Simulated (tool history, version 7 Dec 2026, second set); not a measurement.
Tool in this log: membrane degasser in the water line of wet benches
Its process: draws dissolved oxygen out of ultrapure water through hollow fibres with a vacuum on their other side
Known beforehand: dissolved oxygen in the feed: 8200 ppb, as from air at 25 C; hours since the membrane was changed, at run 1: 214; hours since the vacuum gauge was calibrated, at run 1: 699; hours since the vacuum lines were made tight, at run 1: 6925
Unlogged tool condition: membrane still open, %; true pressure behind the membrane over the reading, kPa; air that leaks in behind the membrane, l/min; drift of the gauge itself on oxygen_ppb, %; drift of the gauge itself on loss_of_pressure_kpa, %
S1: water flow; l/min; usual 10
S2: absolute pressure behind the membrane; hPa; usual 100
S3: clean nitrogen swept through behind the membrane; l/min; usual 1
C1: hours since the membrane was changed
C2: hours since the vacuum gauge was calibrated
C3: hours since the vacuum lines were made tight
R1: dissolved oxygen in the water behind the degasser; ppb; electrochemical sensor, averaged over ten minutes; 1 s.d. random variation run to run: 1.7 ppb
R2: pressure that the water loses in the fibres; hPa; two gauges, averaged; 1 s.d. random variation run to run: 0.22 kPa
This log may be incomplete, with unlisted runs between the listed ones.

{"run": 1, "day": 0.0, "S1": 10, "S2": 100, "S3": 1, "C1": 214, "C2": 699, "C3": 6925, "R1": 166.3, "R2": 549.8}
{"run": 2, "day": 6.879, "S1": 10, "S2": 100, "S3": 1, "C1": 379, "C2": 864, "C3": 7091, "R1": 165, "R2": 553.8}
{"run": 3, "day": 13.008, "S1": 10, "S2": 100, "S3": 1, "C1": 527, "C2": 1011, "C3": 7238, "R1": 170.5, "R2": 553.2}
{"run": 4, "day": 18.338, "S1": 7, "S2": 100, "S3": 1, "C1": 654, "C2": 1139, "C3": 7366, "R1": 113.8, "R2": 386.7}
{"run": 5, "day": 22.45, "S1": 7, "S2": 100, "S3": 1, "C1": 753, "C2": 1238, "C3": 7464, "R1": 114.6, "R2": 388}
{"run": 6, "day": 26.229, "S1": 10, "S2": 100, "S3": 1, "C1": 844, "C2": 1328, "C3": 7555, "R1": 167.1, "R2": 552.3}
{"run": 7, "day": 32.888, "S1": 10, "S2": 100, "S3": 1, "C1": 1004, "C2": 1488, "C3": 7715, "R1": 166.9, "R2": 555.9}
{"run": 8, "day": 36.246, "S1": 10, "S2": 100, "S3": 1, "C1": 1084, "C2": 1569, "C3": 7795, "R1": 167.6, "R2": 551.1}
{"run": 9, "day": 39.229, "S1": 7, "S2": 146, "S3": 1, "C1": 1156, "C2": 1640, "C3": 7867, "R1": 187.1, "R2": 390.4}
{"day": 40.954, "done": "seals of the vacuum lines changed"}
{"run": 10, "day": 43.571, "S1": 7, "S2": 146, "S3": 1.96, "C1": 1258, "C2": 1743, "C3": 63, "R1": 98.3, "R2": 387}
{"run": 11, "day": 47.742, "S1": 10, "S2": 76, "S3": 0.43, "C1": 1358, "C2": 1843, "C3": 163, "R1": 226.4, "R2": 556.3}
{"run": 12, "day": 54.833, "S1": 10, "S2": 76, "S3": 0.79, "C1": 1528, "C2": 2013, "C3": 333, "R1": 136.7, "R2": 552.1}
{"run": 13, "day": 62.221, "S1": 12, "S2": 71, "S3": 0.51, "C1": 1706, "C2": 2190, "C3": 510, "R1": 221.1, "R2": 667.9}
{"run": 14, "day": 69.475, "S1": 6, "S2": 72, "S3": 1.04, "C1": 1880, "C2": 2364, "C3": 685, "R1": 56.9, "R2": 332.2}
{"run": 15, "day": 72.921, "S1": 10, "S2": 82, "S3": 1.85, "C1": 1962, "C2": 2447, "C3": 767, "R1": 73.5, "R2": 551.2}

For each entry between runs, how does the tool's hidden state at the last listed run before it compare with that at the first listed run after it?
Runs 9 to 10: seals of the vacuum lines changed (day 40.954)
  air that leaks in behind the membrane, l/min: 0.0026 -> 0.0021
